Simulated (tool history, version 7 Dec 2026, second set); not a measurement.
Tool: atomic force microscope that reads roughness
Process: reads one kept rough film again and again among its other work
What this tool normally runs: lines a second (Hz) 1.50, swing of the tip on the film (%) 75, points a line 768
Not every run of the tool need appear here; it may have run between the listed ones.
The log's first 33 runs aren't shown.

run,day,lines a second (Hz),swing of the tip on the film (%),points a line,pictures with this tip,hours of work since the height scale was calibrated,roughness of the kept film (nm (root mean square))
34,11.908,1.87,86,491,173,251,3.642
35,12.325,1.87,86,491,190,257,3.615
36,12.842,2.82,75,432,212,265,3.691
37,13.112,0.77,78,695,223,269,4.046
38,13.525,2.88,57,768,240,275,4.036
39,13.962,3.79,88,611,258,282,3.087
40,14.321,0.53,75,768,273,287,4.111
# day 14.383: new tip fitted
41,14.633,0.87,82,434,11,291,3.963
42,14.900,0.91,75,947,22,295,4.059
43,15.367,2.01,75,768,41,302,3.845
44,15.717,1.50,78,768,55,307,3.888
45,16.067,0.83,55,780,70,313,4.183
46,16.288,0.69,59,384,79,316,4.178
47,16.588,1.50,63,768,91,320,4.060
48,17.088,3.76,63,557,112,328,3.866
49,17.529,3.76,79,887,130,334,3.435
50,17.762,3.76,79,887,140,338,3.431
51,18.200,1.50,68,696,158,344,4.061
52,18.512,0.80,75,550,171,349,4.053
53,18.792,0.80,75,550,182,353,4.057
54,19.300,0.80,75,459,203,361,4.059

Here are 3 independent what-if runs from the current tool condition. What would each one return?
A,19.646,2.78,59,697,217,366,?
B,19.646,0.51,75,605,217,366,?
C,19.646,1.50,83,458,217,366,?

run,roughness of the kept film (nm (root mean square))
A,4.004
B,4.122
C,3.795
The same runs, with their run-to-run variation unchanged, on a tool lacking any hidden condition would have given:
run,roughness of the kept film (nm (root mean square))
A,4.019
B,4.138
C,3.810

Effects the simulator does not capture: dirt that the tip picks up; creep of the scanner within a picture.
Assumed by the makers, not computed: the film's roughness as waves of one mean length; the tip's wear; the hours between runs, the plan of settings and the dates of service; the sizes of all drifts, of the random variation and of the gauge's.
